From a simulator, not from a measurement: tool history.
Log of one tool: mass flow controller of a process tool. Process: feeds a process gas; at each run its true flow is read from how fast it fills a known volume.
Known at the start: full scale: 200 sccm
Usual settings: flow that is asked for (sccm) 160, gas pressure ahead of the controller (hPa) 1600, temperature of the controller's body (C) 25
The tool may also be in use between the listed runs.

run     hour  flow that is asked for (sccm)  gas pressure ahead of the controller (hPa)  temperature of the controller's body (C)  true flow (%)
  1      0.0                            160                                        1600                                        25         100.81
  2    330.3                            160                                        1600                                        25         100.92
  3    596.0                            160                                        1600                                        25         101.05
  4    989.5                            160                                        1600                                        25         101.06
  5   1397.3                            160                                        1600                                        25         101.14
  6   1767.3                            160                                        1600                                        25         101.37
  7   1957.3                            160                                        1600                                        21         101.03
  8   2394.0                             51                                        1600                                        25         101.24
  9   2692.7                            160                                        2280                                        25         100.97
 10   2904.6                            160                                        2280                                        25         100.99
 11   3118.3                            160                                        2280                                        25         101.05
 12   3490.8                            160                                        1760                                        25         101.60
 13   3911.5                            160                                        1760                                        33         102.09
 14   4252.5                            160                                        1600                                        25         101.88
 15   4540.4                            160                                        1600                                        25         101.84
 16   4934.3                            160                                        1600                                        25         101.94
 17   5171.5                            160                                        1600                                        25         101.83
 18   5568.2                            160                                        1630                                        25         101.41
 19   5929.3                            160                                        1630                                        25         101.43
 20   6177.4                            160                                        1630                                        25         101.64
 21   6607.1                            160                                        1630                                        25         101.66
 22   6932.8                             28                                        2760                                        26         100.39
 23   7330.0                             28                                        2760                                        26         100.49
 24   7740.3                             28                                        2250                                        26         101.22
 25   7976.7                             28                                        2250                                        26          98.17
 26   8371.9                             28                                        2250                                        26          98.30
 27   8815.8                             28                                        2630                                        26          98.22
 28   9063.1                             28                                        2330                                        36          99.23
 29   9428.2                            135                                        2750                                        27          99.30
 30   9880.9                            135                                        2750                                        35          99.88
 31  10152.9                             34                                        2520                                        25          98.92
 32  10500.0                            160                                        2760                                        31         100.00
 33  10789.7                            160                                        2220                                        25         100.02
 34  11048.8                             27                                        1430                                        38         100.74
 35  11426.0                             27                                        1430                                        38         100.95
 36  11783.6                            160                                        1600                                        24         100.50
 37  12222.1                            160                                        1980                                        37         101.05
 38  12666.7                            160                                        1980                                        37         101.13
 39  13050.7                            160                                        1980                                        37         101.27
 40  13384.0                            160                                        2260                                        30         100.69
 41  13575.5                             76                                        2320                                        31         100.35
 42  13894.5                             22                                        1570                                        31         101.80

Taken out of this log: 2 entries between the listed runs. Where each belongs, and how the hidden state differs across it:
Between runs 17 and 18: controller's zero set anew (hour 5487.8)
  flow at rest that the sensor doesn't see, % of full scale: 0.439 -> 0.046; true flow over the shown one, %: 1.51 -> 1.57
  measured less the result without the state, true flow (%): +2.06 -> +1.63
Between runs 24 and 25: controller exchanged for a calibrated one (hour 7945.5)
  flow at rest that the sensor doesn't see, % of full scale: 0.131 -> 0.002; true flow over the shown one, %: 1.89 -> -0.08
  measured less the result without the state, true flow (%): +2.82 -> -0.07

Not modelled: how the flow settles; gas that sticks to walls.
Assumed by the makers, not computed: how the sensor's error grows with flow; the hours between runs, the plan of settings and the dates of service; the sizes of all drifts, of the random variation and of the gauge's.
